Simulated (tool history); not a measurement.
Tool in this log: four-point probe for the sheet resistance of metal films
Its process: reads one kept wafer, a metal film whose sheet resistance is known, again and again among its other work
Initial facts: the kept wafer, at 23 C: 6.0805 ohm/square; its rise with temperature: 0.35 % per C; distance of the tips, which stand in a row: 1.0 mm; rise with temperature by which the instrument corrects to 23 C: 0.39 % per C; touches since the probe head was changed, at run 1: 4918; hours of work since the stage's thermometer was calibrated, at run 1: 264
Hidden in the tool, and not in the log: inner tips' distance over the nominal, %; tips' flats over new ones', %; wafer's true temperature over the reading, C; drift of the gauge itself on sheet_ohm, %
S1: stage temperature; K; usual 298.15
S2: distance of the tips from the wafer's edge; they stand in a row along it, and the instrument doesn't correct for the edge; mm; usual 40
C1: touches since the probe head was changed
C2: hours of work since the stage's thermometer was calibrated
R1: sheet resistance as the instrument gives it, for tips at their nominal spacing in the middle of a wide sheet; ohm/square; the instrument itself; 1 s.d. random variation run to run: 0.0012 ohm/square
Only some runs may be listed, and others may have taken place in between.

run 1 day=0 | S1=298.15 S2=40 | C1=4918 C2=264 | R1=6.076458
run 2 day=0.362 | S1=299.15 S2=40 | C1=5016 C2=267 | R1=6.075412
run 3 day=1.046 | S1=299.15 S2=40 | C1=5202 C2=274 | R1=6.073924
run 4 day=1.467 | S1=298.15 S2=40 | C1=5317 C2=278 | R1=6.075498
run 5 day=2.046 | S1=298.15 S2=56 | C1=5475 C2=284 | R1=6.076759
run 6 day=2.646 | S1=307.15 S2=40 | C1=5638 C2=290 | R1=6.056758
run 7 day=3.212 | S1=307.15 S2=40 | C1=5792 C2=295 | R1=6.056064
run 8 day=3.746 | S1=307.15 S2=40 | C1=5938 C2=301 | R1=6.057412
run 9 day=4.271 | S1=307.15 S2=40 | C1=6081 C2=306 | R1=6.05852
run 10 day=4.733 | S1=298.15 S2=5 | C1=6206 C2=310 | R1=6.199946
run 11 day=5.092 | S1=299.15 S2=5 | C1=6305 C2=314 | R1=6.201029
run 12 day=5.55 | S1=298.15 S2=50 | C1=6429 C2=319 | R1=6.07801
run 13 day=5.896 | S1=295.15 S2=40 | C1=6523 C2=322 | R1=6.083061
run 14 day=6.317 | S1=295.15 S2=40 | C1=6638 C2=326 | R1=6.082019
run 15 day=6.946 | S1=299.15 S2=40 | C1=6809 C2=332 | R1=6.073979
run 16 day=7.604 | S1=299.15 S2=40 | C1=6989 C2=339 | R1=6.072219
run 17 day=8.033 | S1=298.15 S2=7 | C1=7105 C2=343 | R1=6.13941
run 18 day=8.721 | S1=293.15 S2=40 | C1=7293 C2=350 | R1=6.087896
run 19 day=9.125 | S1=293.15 S2=40 | C1=7403 C2=354 | R1=6.088588
run 20 day=9.892 | S1=298.15 S2=5 | C1=7612 C2=362 | R1=6.202415
run 21 day=10.608 | S1=298.15 S2=5 | C1=7807 C2=369 | R1=6.201678
run 22 day=11.05 | S1=298.15 S2=5 | C1=7927 C2=373 | R1=6.199909
run 23 day=11.729 | S1=298.15 S2=40 | C1=8112 C2=380 | R1=6.075996
run 24 day=12.317 | S1=302.15 S2=12 | C1=8272 C2=386 | R1=6.08522
run 25 day=12.762 | S1=299.15 S2=18 | C1=8394 C2=390 | R1=6.081585
-- day=12.838 stage's thermometer calibrated
run 26 day=13.288 | S1=299.15 S2=18 | C1=8531 C2=4 | R1=6.081664
run 27 day=13.992 | S1=303.15 S2=22 | C1=8723 C2=11 | R1=6.070247
run 28 day=14.612 | S1=303.15 S2=22 | C1=8892 C2=18 | R1=6.071301
run 29 day=15.308 | S1=307.15 S2=57 | C1=9082 C2=24 | R1=6.055731
run 30 day=15.838 | S1=291.15 S2=43 | C1=9225 C2=30 | R1=6.091971
run 31 day=16.342 | S1=291.15 S2=20 | C1=9363 C2=35 | R1=6.096098
run 32 day=16.808 | S1=293.15 S2=58 | C1=9491 C2=39 | R1=6.086798
run 33 day=17.138 | S1=292.15 S2=58 | C1=9580 C2=43 | R1=6.088246
-- day=17.45 stage's thermometer calibrated, once more
run 34 day=17.738 | S1=292.15 S2=58 | C1=9738 C2=3 | R1=6.086553
run 35 day=18.171 | S1=298.15 S2=40 | C1=9856 C2=7 | R1=6.07612
run 36 day=18.504 | S1=295.15 S2=4 | C1=9947 C2=10 | R1=6.278279
run 37 day=19.238 | S1=304.15 S2=11 | C1=10147 C2=18 | R1=6.084624
run 38 day=19.996 | S1=295.15 S2=4 | C1=10353 C2=25 | R1=6.278681
run 39 day=20.525 | S1=298.15 S2=16 | C1=10497 C2=30 | R1=6.084999
run 40 day=21.217 | S1=295.15 S2=22 | C1=10685 C2=37 | R1=6.086481
run 41 day=21.6 | S1=298.15 S2=32 | C1=10790 C2=41 | R1=6.073929
run 42 day=22.175 | S1=297.15 S2=12 | C1=10946 C2=47 | R1=6.096497
run 43 day=22.571 | S1=297.15 S2=12 | C1=11054 C2=51 | R1=6.096923
run 44 day=22.938 | S1=294.15 S2=4 | C1=11154 C2=54 | R1=6.278221

Estimate the outcome of run 45 from the log above:
run 45 day=23.429 | S1=304.15 S2=16 | C1=11287 C2=59 | R1=?

R1: 6.07339 ohm/square
On a tool with no hidden condition, and with the same random variation, this run would have come out at R1 6.077663 ohm/square.
